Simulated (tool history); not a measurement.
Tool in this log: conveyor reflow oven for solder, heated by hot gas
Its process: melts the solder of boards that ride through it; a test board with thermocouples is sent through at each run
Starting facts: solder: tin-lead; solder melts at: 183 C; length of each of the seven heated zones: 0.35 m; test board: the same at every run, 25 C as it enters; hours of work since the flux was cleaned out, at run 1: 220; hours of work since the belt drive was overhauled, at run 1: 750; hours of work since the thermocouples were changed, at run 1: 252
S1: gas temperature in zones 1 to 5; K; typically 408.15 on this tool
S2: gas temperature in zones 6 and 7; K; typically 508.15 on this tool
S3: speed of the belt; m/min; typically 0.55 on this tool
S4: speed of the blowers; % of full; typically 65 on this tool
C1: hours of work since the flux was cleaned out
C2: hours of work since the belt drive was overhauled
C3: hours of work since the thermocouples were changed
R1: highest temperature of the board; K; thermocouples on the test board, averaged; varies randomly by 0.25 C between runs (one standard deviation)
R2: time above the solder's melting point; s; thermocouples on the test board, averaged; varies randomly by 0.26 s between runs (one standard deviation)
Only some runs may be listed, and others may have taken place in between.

run	hour	S1	S2	S3	S4	C1	C2	C3	R1	R2
1	0	408.15	508.15	0.55	65	220	750	252	487.85	54
2	17.1	408.15	508.15	0.55	65	228	758	259	487.55	54.2
3	29.3	408.15	508.15	0.55	65	233	764	265	487.55	54.2
4	44.6	408.15	508.15	0.55	65	240	771	272	487.55	54
5	60.8	408.15	510.15	0.55	65	248	778	279	488.95	55
6	69.7	408.15	510.15	0.55	65	252	782	284	488.95	55.1
7	84.8	408.15	510.15	0.55	65	259	789	290	488.75	55.2
8	100	408.15	510.15	0.55	65	266	796	297	488.75	55.4
9	118	408.15	508.15	0.55	59	274	804	306	484.45	50.1
10	132.2	408.15	508.15	0.55	59	281	811	312	484.95	50.9
11	147.7	408.15	508.15	0.55	59	288	818	319	484.65	50.9
12	163.6	408.15	508.15	0.55	59	295	825	326	484.35	50.6
13	180	408.15	508.15	0.55	59	302	833	334	484.25	51.3
14	190.6	408.15	508.15	0.55	59	307	837	339	484.15	50.4
15	210.8	408.15	508.15	0.541	65	317	847	348	487.55	55
16	222.3	403.15	508.15	0.529	67	322	852	353	488.15	55.3
17	240	403.15	508.15	0.529	67	330	860	361	488.25	55
18	259.9	408.15	508.15	0.559	66	339	869	371	486.65	52.1

Run 19 has not been measured yet. What should we expect?
19	268.4	408.15	508.15	0.659	54	343	873	374	?	?

Run 19 gave R1 473.75 K, R2 29.3 s.
If the tool had no hidden condition, the same run with the same run-to-run variation would have returned R1 475.15 K, R2 30.7 s.
